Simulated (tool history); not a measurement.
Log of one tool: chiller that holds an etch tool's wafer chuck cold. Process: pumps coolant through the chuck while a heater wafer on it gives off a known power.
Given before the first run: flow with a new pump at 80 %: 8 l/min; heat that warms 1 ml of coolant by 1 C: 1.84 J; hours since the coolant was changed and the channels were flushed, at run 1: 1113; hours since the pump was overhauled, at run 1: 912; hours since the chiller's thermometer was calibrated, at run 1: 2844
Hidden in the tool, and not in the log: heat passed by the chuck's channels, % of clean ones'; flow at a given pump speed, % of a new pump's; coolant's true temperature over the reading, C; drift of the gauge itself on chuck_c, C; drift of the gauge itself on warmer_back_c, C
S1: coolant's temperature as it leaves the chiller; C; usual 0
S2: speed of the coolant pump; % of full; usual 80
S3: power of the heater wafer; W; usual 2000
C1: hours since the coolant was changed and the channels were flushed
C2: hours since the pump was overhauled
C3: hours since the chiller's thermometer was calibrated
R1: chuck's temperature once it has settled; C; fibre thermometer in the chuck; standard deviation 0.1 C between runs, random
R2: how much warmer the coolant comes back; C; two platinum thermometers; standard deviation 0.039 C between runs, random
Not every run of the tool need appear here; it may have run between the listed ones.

run    hour  S1   S2    S3    C1    C2    C3    R1     R2
  1       0   0   80  2000  1113   912  2844  16.7    8.1
       58.5  -- chiller's thermometer calibrated
  2      71   0   80  2000  1183   982    12  16.7    8.2
  3   130.3   0   80  2000  1242  1041    72    17   8.18
  4   170.3   0  100  2000  1282  1081   112  14.1   6.43
  5     254   0  100  2000  1366  1165   195  14.1   6.46
  6   290.5   2   80  2000  1403  1202   232  18.9   8.12
  7   358.7   2   80  2000  1471  1270   300    19   8.18
  8   441.4   2   80  2000  1553  1353   383  18.8   8.14
  9   525.6   2   80  2000  1638  1437   467  18.8   8.15
 10   612.1   0   80  2000  1724  1523   554  16.8   8.19
 11   683.6   0   80  2000  1796  1595   625  16.9   8.13
 12     734   0   80  2000  1846  1645   675  16.8   8.25
 13   770.4   0   73  2000  1882  1682   712  18.2   8.96
 14   817.7   0   73  2000  1930  1729   759  18.2   9.03
 15   901.1  -6   80  2000  2013  1812   843  10.8    8.2
 16   957.8  -6   80  2000  2070  1869   899  10.8   8.16
 17  1014.7  -6   80  2000  2127  1926   956  10.9   8.14
 18  1055.7   1   67  1125  2168  1967   997  11.9   5.54
 19  1117.1   4   81  2412  2229  2028  1059    24    9.7
 20  1187.7   4   92  1713  2300  2099  1129  16.8   6.02
 21  1238.4   3   70  2000  2350  2150  1180  21.9   9.33
 22  1301.8   3   61  1779  2414  2213  1243  21.8   9.61
 23  1379.8   3   61  1779  2492  2291  1321  21.7   9.63
 24  1426.4  -2   95  2000  2538  2338  1368  12.6   6.78
 25  1505.2  -4   82  2984  2617  2416  1447  20.5   11.9
 26  1561.1  -8   62  1954  2673  2472  1503  12.3   10.4
 27  1645.3  -9   71  2448  2757  2556  1587  13.7  11.33
 28  1707.6   7   91  2119  2820  2619  1649    23   7.56
 29  1754.9   7   91  2119  2867  2666  1696    23    7.5
 30  1795.2   2   73  2357  2907  2706  1737  23.4  10.64
 31  1866.2   5   80  2162  2978  2777  1808  23.3   8.82
 32  1928.6  -6   68  1520  3041  2840  1870   8.8   7.31
 33  1986.7  -1   71  1108  3099  2898  1928   9.4    5.1

Predict each of these 3 candidate next runs independently; none follows another, all start after run 33:
  A  2067.7   0  65  2000  3180  2979  2009   ?   ?
  B  2067.7  -1  71  1162  3180  2979  2009   ?   ?
  C  2067.7   4  70  1417  3180  2979  2009   ?   ?

run    R1     R2
  A    20  10.19
  B   9.8   5.37
  C  17.3   6.66
Without the tool's hidden state the same runs would have given:
run    R1     R2
  A    20  10.19
  B   9.8   5.37
  C  17.3   6.66
